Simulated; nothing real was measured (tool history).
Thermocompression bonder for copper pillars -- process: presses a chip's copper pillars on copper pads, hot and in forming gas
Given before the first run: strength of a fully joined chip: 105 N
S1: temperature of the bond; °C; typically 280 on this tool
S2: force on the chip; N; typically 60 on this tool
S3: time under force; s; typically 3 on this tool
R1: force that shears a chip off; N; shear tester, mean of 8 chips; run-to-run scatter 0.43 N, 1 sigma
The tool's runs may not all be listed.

| run | hour | S1 | S2 | S3 | R1 |
|---|---|---|---|---|---|
| 1 | 0.0 | 280 | 60 | 3 | 43.9 |
| 2 | 33.7 | 280 | 60 | 3 | 44.3 |
| 3 | 78.3 | 280 | 60 | 3 | 43.1 |
| 4 | 137.4 | 280 | 60 | 6 | 55.3 |
| 5 | 188.5 | 280 | 60 | 3 | 43.4 |
| 6 | 219.8 | 280 | 60 | 3 | 42.2 |
|  | 239.8 | forming gas filter changed |
| 7 | 259.0 | 280 | 60 | 3 | 49.0 |
| 8 | 325.9 | 307 | 60 | 3 | 64.3 |
| 9 | 393.0 | 307 | 60 | 3 | 63.0 |
| 10 | 464.1 | 288 | 69 | 6 | 68.0 |
| 11 | 513.9 | 288 | 69 | 6 | 66.9 |
| 12 | 563.5 | 290 | 60 | 3 | 51.6 |
| 13 | 599.8 | 280 | 77 | 2 | 45.7 |
|  | 605.2 | heater calibrated with a thermocouple chip |
| 14 | 662.0 | 301 | 60 | 3 | 51.3 |
| 15 | 722.0 | 271 | 60 | 2 | 30.3 |
| 16 | 754.4 | 271 | 60 | 2 | 30.0 |
| 17 | 824.6 | 280 | 45 | 3 | 32.1 |
|  | 855.6 | forming gas filter changed |
| 18 | 859.2 | 280 | 45 | 3 | 36.9 |

Alternative continuations, all from the tool just after run 18; predict every row:
| A | 913.4 | 278 | 42 | 3 | ? |
| B | 913.4 | 259 | 45 | 3 | ? |
| C | 913.4 | 256 | 45 | 8 | ? |
| D | 913.4 | 280 | 39 | 3 | ? |

| run | R1 |
|---|---|
| A | 33.9 |
| B | 26.7 |
| C | 38.1 |
| D | 33.5 |
The same runs, with their run-to-run variation unchanged, on a tool lacking any hidden condition would have given:
| run | R1 |
|---|---|
| A | 35.5 |
| B | 28.0 |
| C | 39.8 |
| D | 35.1 |
